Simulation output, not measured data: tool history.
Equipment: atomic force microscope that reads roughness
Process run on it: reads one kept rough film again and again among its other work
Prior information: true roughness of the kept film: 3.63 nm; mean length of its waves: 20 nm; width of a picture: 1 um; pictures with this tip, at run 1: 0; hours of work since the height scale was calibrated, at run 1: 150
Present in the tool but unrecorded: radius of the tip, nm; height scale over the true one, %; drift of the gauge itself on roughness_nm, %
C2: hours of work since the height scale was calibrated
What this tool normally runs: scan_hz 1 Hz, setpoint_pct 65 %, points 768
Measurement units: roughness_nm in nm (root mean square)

run 1 hour=0 | scan_hz=1 setpoint_pct=65 points=768 | pictures_with_this_tip=0 C2=150 | roughness_nm=2.842
run 2 hour=8.9 | scan_hz=1 setpoint_pct=65 points=768 | pictures_with_this_tip=11 C2=154 | roughness_nm=2.8
run 3 hour=14.3 | scan_hz=1 setpoint_pct=65 points=768 | pictures_with_this_tip=18 C2=156 | roughness_nm=2.739
run 4 hour=19.8 | scan_hz=1 setpoint_pct=65 points=768 | pictures_with_this_tip=25 C2=159 | roughness_nm=2.702
run 5 hour=29.6 | scan_hz=1 setpoint_pct=65 points=768 | pictures_with_this_tip=37 C2=163 | roughness_nm=2.65
run 6 hour=40.9 | scan_hz=1 setpoint_pct=65 points=768 | pictures_with_this_tip=51 C2=168 | roughness_nm=2.578
run 7 hour=45.9 | scan_hz=1 setpoint_pct=65 points=694 | pictures_with_this_tip=58 C2=170 | roughness_nm=2.535
run 8 hour=55.4 | scan_hz=1 setpoint_pct=65 points=694 | pictures_with_this_tip=70 C2=174 | roughness_nm=2.457
run 9 hour=62.3 | scan_hz=1 setpoint_pct=65 points=389 | pictures_with_this_tip=78 C2=177 | roughness_nm=2.398
run 10 hour=69.3 | scan_hz=1 setpoint_pct=65 points=389 | pictures_with_this_tip=87 C2=179 | roughness_nm=2.362
run 11 hour=76.9 | scan_hz=1 setpoint_pct=65 points=768 | pictures_with_this_tip=97 C2=183 | roughness_nm=2.351
run 12 hour=82.3 | scan_hz=1 setpoint_pct=65 points=768 | pictures_with_this_tip=103 C2=185 | roughness_nm=2.309
run 13 hour=93.2 | scan_hz=1 setpoint_pct=65 points=768 | pictures_with_this_tip=117 C2=190 | roughness_nm=2.258
run 14 hour=100.6 | scan_hz=1 setpoint_pct=65 points=768 | pictures_with_this_tip=127 C2=193 | roughness_nm=2.219
run 15 hour=110.7 | scan_hz=1 setpoint_pct=65 points=897 | pictures_with_this_tip=139 C2=197 | roughness_nm=2.169
run 16 hour=117.6 | scan_hz=1 setpoint_pct=65 points=897 | pictures_with_this_tip=148 C2=200 | roughness_nm=2.151
-- hour=126.3 new tip fitted
run 17 hour=128.5 | scan_hz=1 setpoint_pct=65 points=925 | pictures_with_this_tip=3 C2=204 | roughness_nm=2.836
run 18 hour=140.1 | scan_hz=1 setpoint_pct=65 points=925 | pictures_with_this_tip=18 C2=209 | roughness_nm=2.744
run 19 hour=150.3 | scan_hz=1.36 setpoint_pct=58 points=332 | pictures_with_this_tip=31 C2=213 | roughness_nm=2.617
run 20 hour=159.8 | scan_hz=1 setpoint_pct=80 points=1022 | pictures_with_this_tip=43 C2=217 | roughness_nm=2.552
run 21 hour=167.1 | scan_hz=1 setpoint_pct=80 points=1022 | pictures_with_this_tip=52 C2=221 | roughness_nm=2.509
run 22 hour=174.7 | scan_hz=1.79 setpoint_pct=73 points=768 | pictures_with_this_tip=61 C2=224 | roughness_nm=2.441
run 23 hour=183 | scan_hz=1.79 setpoint_pct=73 points=768 | pictures_with_this_tip=72 C2=227 | roughness_nm=2.391
run 24 hour=190.8 | scan_hz=1.79 setpoint_pct=73 points=768 | pictures_with_this_tip=82 C2=231 | roughness_nm=2.347
run 25 hour=198.7 | scan_hz=1.48 setpoint_pct=57 points=358 | pictures_with_this_tip=92 C2=234 | roughness_nm=2.327
run 26 hour=207.5 | scan_hz=1.64 setpoint_pct=57 points=269 | pictures_with_this_tip=103 C2=238 | roughness_nm=2.247
run 27 hour=217.5 | scan_hz=1.64 setpoint_pct=57 points=740 | pictures_with_this_tip=115 C2=242 | roughness_nm=2.26
run 28 hour=223.6 | scan_hz=1.64 setpoint_pct=65 points=485 | pictures_with_this_tip=123 C2=244 | roughness_nm=2.211
run 29 hour=228.5 | scan_hz=1.64 setpoint_pct=65 points=485 | pictures_with_this_tip=129 C2=246 | roughness_nm=2.173
run 30 hour=237.6 | scan_hz=1.64 setpoint_pct=65 points=485 | pictures_with_this_tip=141 C2=250 | roughness_nm=2.14
run 31 hour=248.8 | scan_hz=3.43 setpoint_pct=65 points=485 | pictures_with_this_tip=155 C2=255 | roughness_nm=2.036
-- hour=251.6 new tip fitted
run 32 hour=260.3 | scan_hz=1 setpoint_pct=65 points=296 | pictures_with_this_tip=11 C2=260 | roughness_nm=2.677
run 33 hour=269.9 | scan_hz=1 setpoint_pct=65 points=296 | pictures_with_this_tip=23 C2=264 | roughness_nm=2.615
run 34 hour=278.2 | scan_hz=1 setpoint_pct=65 points=296 | pictures_with_this_tip=33 C2=267 | roughness_nm=2.575

Hidden state at the last listed run before each entry between runs and at the first one after, where it differs:
Logged between run 16 and run 17: new tip fitted (hour 126.3)
  radius of the tip, nm: 18.5 -> 7.3
  measured minus no-state result, roughness_nm: -0.72 -> -0.032 nm (root mean square)
Logged between run 31 and run 32: new tip fitted (hour 251.6)
  radius of the tip, nm: 19.1 -> 8.3
  measured minus no-state result, roughness_nm: -0.715 -> -0.106 nm (root mean square)
